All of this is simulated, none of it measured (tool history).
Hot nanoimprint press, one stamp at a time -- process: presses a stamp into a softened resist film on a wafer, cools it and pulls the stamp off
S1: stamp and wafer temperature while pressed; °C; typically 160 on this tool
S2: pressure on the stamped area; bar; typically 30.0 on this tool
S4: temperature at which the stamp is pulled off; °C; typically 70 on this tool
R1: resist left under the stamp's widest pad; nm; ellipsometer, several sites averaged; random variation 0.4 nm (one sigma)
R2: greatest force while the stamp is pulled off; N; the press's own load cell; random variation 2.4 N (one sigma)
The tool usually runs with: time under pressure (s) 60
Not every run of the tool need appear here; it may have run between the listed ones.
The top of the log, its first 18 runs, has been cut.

run 19 hour=503.5 | S1=159 S2=46.6 time_under_pressure_(s)=59 S4=63 | R1=169.5 R2=267
run 20 hour=522.5 | S1=159 S2=36.0 time_under_pressure_(s)=59 S4=59 | R1=191.9 R2=289
run 21 hour=558.7 | S1=159 S2=36.0 time_under_pressure_(s)=74 S4=59 | R1=178.4 R2=295
-- hour=570.7 stamp cleaned and given a new release coat
run 22 hour=599.2 | S1=159 S2=22.8 time_under_pressure_(s)=60 S4=70 | R1=231.7 R2=222
run 23 hour=614.1 | S1=159 S2=42.1 time_under_pressure_(s)=52 S4=70 | R1=182.3 R2=224
run 24 hour=630.0 | S1=165 S2=29.6 time_under_pressure_(s)=99 S4=67 | R1=134.1 R2=244
run 25 hour=645.3 | S1=165 S2=29.6 time_under_pressure_(s)=99 S4=67 | R1=133.5 R2=243
run 26 hour=678.1 | S1=168 S2=19.8 time_under_pressure_(s)=99 S4=67 | R1=145.3 R2=246
run 27 hour=713.3 | S1=160 S2=30.0 time_under_pressure_(s)=46 S4=77 | R1=210.9 R2=186
run 28 hour=743.3 | S1=151 S2=28.1 time_under_pressure_(s)=63 S4=76 | R1=272.8 R2=191
run 29 hour=769.6 | S1=151 S2=28.1 time_under_pressure_(s)=60 S4=62 | R1=274.3 R2=268
run 30 hour=788.5 | S1=161 S2=30.7 time_under_pressure_(s)=60 S4=70 | R1=183.3 R2=227

Consider 4 possible next runs. They are alternatives, not a sequence: every one starts from the tool as it was left by run 30. What does each give?
run A hour=815.3 | S1=161 S2=45.8 time_under_pressure_(s)=76 S4=61 | R1=? R2=?
run B hour=815.3 | S1=161 S2=30.7 time_under_pressure_(s)=60 S4=56 | R1=? R2=?
run C hour=815.3 | S1=161 S2=27.0 time_under_pressure_(s)=48 S4=64 | R1=? R2=?
run D hour=815.3 | S1=160 S2=30.0 time_under_pressure_(s)=60 S4=56 | R1=? R2=?

run=A R1=137.8 R2=275
run=B R1=183.3 R2=304
run=C R1=206.9 R2=264
run=D R1=193.8 R2=311
Had the tool no hidden state, the same runs would have come out as:
run=A R1=145.2 R2=274
run=B R1=193.1 R2=303
run=C R1=217.9 R2=263
run=D R1=204.1 R2=310
